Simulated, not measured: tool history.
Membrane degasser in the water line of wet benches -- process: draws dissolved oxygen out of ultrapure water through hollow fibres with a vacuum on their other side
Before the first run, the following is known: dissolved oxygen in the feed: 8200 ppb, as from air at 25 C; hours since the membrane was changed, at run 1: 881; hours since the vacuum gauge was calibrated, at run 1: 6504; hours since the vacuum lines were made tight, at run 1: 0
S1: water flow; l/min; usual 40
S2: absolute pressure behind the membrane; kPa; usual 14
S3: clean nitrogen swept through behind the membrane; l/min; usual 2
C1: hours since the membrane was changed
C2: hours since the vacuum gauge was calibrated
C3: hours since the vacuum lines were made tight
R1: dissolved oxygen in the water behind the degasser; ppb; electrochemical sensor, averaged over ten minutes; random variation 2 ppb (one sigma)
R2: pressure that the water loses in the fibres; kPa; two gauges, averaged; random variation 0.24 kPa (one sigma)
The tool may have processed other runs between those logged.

{"run": 1, "day": 0.0, "S1": 40, "S2": 14, "S3": 2, "C1": 881, "C2": 6504, "C3": 0, "R1": 524.7, "R2": 63.87}
{"run": 2, "day": 1.233, "S1": 40, "S2": 14, "S3": 2, "C1": 911, "C2": 6534, "C3": 30, "R1": 524.2, "R2": 63.67}
{"run": 3, "day": 3.075, "S1": 40, "S2": 11.8, "S3": 2, "C1": 955, "C2": 6578, "C3": 74, "R1": 436.2, "R2": 63.71}
{"run": 4, "day": 5.096, "S1": 40, "S2": 11.8, "S3": 2, "C1": 1004, "C2": 6626, "C3": 122, "R1": 439.9, "R2": 64.38}
{"run": 5, "day": 6.996, "S1": 40, "S2": 14, "S3": 2, "C1": 1049, "C2": 6672, "C3": 168, "R1": 525.7, "R2": 63.85}
{"run": 6, "day": 7.838, "S1": 40, "S2": 14, "S3": 2, "C1": 1069, "C2": 6692, "C3": 188, "R1": 524.8, "R2": 63.79}
{"run": 7, "day": 9.462, "S1": 40, "S2": 14, "S3": 2, "C1": 1108, "C2": 6731, "C3": 227, "R1": 523.1, "R2": 63.8}
{"run": 8, "day": 11.208, "S1": 40, "S2": 14, "S3": 2, "C1": 1150, "C2": 6773, "C3": 269, "R1": 527.4, "R2": 64.08}
{"run": 9, "day": 13.021, "S1": 40, "S2": 26.6, "S3": 2, "C1": 1194, "C2": 6817, "C3": 312, "R1": 999.1, "R2": 63.66}
{"run": 10, "day": 13.971, "S1": 40, "S2": 14, "S3": 0.94, "C1": 1217, "C2": 6839, "C3": 335, "R1": 905.4, "R2": 64.5}
{"run": 11, "day": 15.146, "S1": 40, "S2": 14, "S3": 5.9, "C1": 1245, "C2": 6868, "C3": 363, "R1": 241.8, "R2": 64.1}
{"run": 12, "day": 16.258, "S1": 40, "S2": 14, "S3": 2, "C1": 1271, "C2": 6894, "C3": 390, "R1": 527.3, "R2": 64.01}
{"day": 16.367, "done": "vacuum gauge calibrated"}
{"run": 13, "day": 17.467, "S1": 40, "S2": 34.8, "S3": 2, "C1": 1300, "C2": 26, "C3": 419, "R1": 1270.6, "R2": 63.69}
{"run": 14, "day": 18.446, "S1": 40, "S2": 34.8, "S3": 2, "C1": 1323, "C2": 50, "C3": 442, "R1": 1281.7, "R2": 64}
{"run": 15, "day": 20.142, "S1": 40, "S2": 34.8, "S3": 2, "C1": 1364, "C2": 91, "C3": 483, "R1": 1282.8, "R2": 63.46}
{"run": 16, "day": 21.554, "S1": 40, "S2": 34.8, "S3": 3.32, "C1": 1398, "C2": 125, "C3": 517, "R1": 871.1, "R2": 63.8}
{"run": 17, "day": 22.45, "S1": 40, "S2": 34.8, "S3": 3.32, "C1": 1420, "C2": 146, "C3": 538, "R1": 874.1, "R2": 64.21}
{"run": 18, "day": 23.792, "S1": 40, "S2": 34.8, "S3": 3.32, "C1": 1452, "C2": 178, "C3": 570, "R1": 871.9, "R2": 63.77}
{"run": 19, "day": 25.0, "S1": 40, "S2": 34.8, "S3": 3.32, "C1": 1481, "C2": 207, "C3": 600, "R1": 870.5, "R2": 63.95}
{"day": 25.183, "done": "vacuum gauge calibrated, once more"}
{"run": 20, "day": 26.154, "S1": 50, "S2": 16.4, "S3": 3.36, "C1": 1508, "C2": 23, "C3": 627, "R1": 543.3, "R2": 79.59}
{"run": 21, "day": 27.854, "S1": 50, "S2": 16.4, "S3": 3.36, "C1": 1549, "C2": 64, "C3": 668, "R1": 541.9, "R2": 80.37}
{"run": 22, "day": 29.538, "S1": 28, "S2": 12.1, "S3": 3.26, "C1": 1589, "C2": 104, "C3": 708, "R1": 198.7, "R2": 44.72}
{"run": 23, "day": 30.462, "S1": 28, "S2": 12.1, "S3": 3.26, "C1": 1611, "C2": 127, "C3": 730, "R1": 198.6, "R2": 44.64}
{"run": 24, "day": 31.983, "S1": 55, "S2": 26.8, "S3": 1.62, "C1": 1648, "C2": 163, "C3": 767, "R1": 1524.9, "R2": 87.96}
{"run": 25, "day": 34.042, "S1": 55, "S2": 26.8, "S3": 1.62, "C1": 1697, "C2": 213, "C3": 816, "R1": 1538.5, "R2": 88.37}
{"run": 26, "day": 35.408, "S1": 55, "S2": 26.8, "S3": 1.62, "C1": 1730, "C2": 245, "C3": 849, "R1": 1541.8, "R2": 88.18}
{"run": 27, "day": 36.954, "S1": 40, "S2": 14, "S3": 0.88, "C1": 1767, "C2": 282, "C3": 886, "R1": 932.4, "R2": 63.66}
{"run": 28, "day": 38.642, "S1": 40, "S2": 14, "S3": 0.88, "C1": 1808, "C2": 323, "C3": 926, "R1": 935.1, "R2": 64.1}
{"run": 29, "day": 40.017, "S1": 40, "S2": 14, "S3": 0.88, "C1": 1841, "C2": 356, "C3": 959, "R1": 934.9, "R2": 63.9}
{"run": 30, "day": 40.933, "S1": 28, "S2": 21.2, "S3": 0.88, "C1": 1863, "C2": 378, "C3": 981, "R1": 1084.8, "R2": 44.99}
{"run": 31, "day": 42.725, "S1": 54, "S2": 25, "S3": 1.16, "C1": 1906, "C2": 421, "C3": 1024, "R1": 1763.9, "R2": 86.26}
{"run": 32, "day": 43.992, "S1": 29, "S2": 22.6, "S3": 2, "C1": 1936, "C2": 451, "C3": 1055, "R1": 626.1, "R2": 46.55}

4 options for the next run, each taken on its own from the tool as it stands now. Forecast them:
{"run": "A", "day": 44.871, "S1": 29, "S2": 15.9, "S3": 2, "C1": 1957, "C2": 472, "C3": 1076, "R1": "?", "R2": "?"}
{"run": "B", "day": 44.871, "S1": 50, "S2": 17.3, "S3": 2, "C1": 1957, "C2": 472, "C3": 1076, "R1": "?", "R2": "?"}
{"run": "C", "day": 44.871, "S1": 46, "S2": 14.3, "S3": 5.53, "C1": 1957, "C2": 472, "C3": 1076, "R1": "?", "R2": "?"}
{"run": "D", "day": 44.871, "S1": 56, "S2": 11.2, "S3": 2.54, "C1": 1957, "C2": 472, "C3": 1076, "R1": "?", "R2": "?"}

run=A R1=425.6 R2=46.65
run=B R1=819 R2=80.37
run=C R1=315.7 R2=73.5
run=D R1=532.7 R2=90.14
Without the tool's hidden state the same runs would have given:
run=A R1=422.7 R2=46.23
run=B R1=812.9 R2=79.64
run=C R1=310.8 R2=72.83
run=D R1=525.5 R2=89.33

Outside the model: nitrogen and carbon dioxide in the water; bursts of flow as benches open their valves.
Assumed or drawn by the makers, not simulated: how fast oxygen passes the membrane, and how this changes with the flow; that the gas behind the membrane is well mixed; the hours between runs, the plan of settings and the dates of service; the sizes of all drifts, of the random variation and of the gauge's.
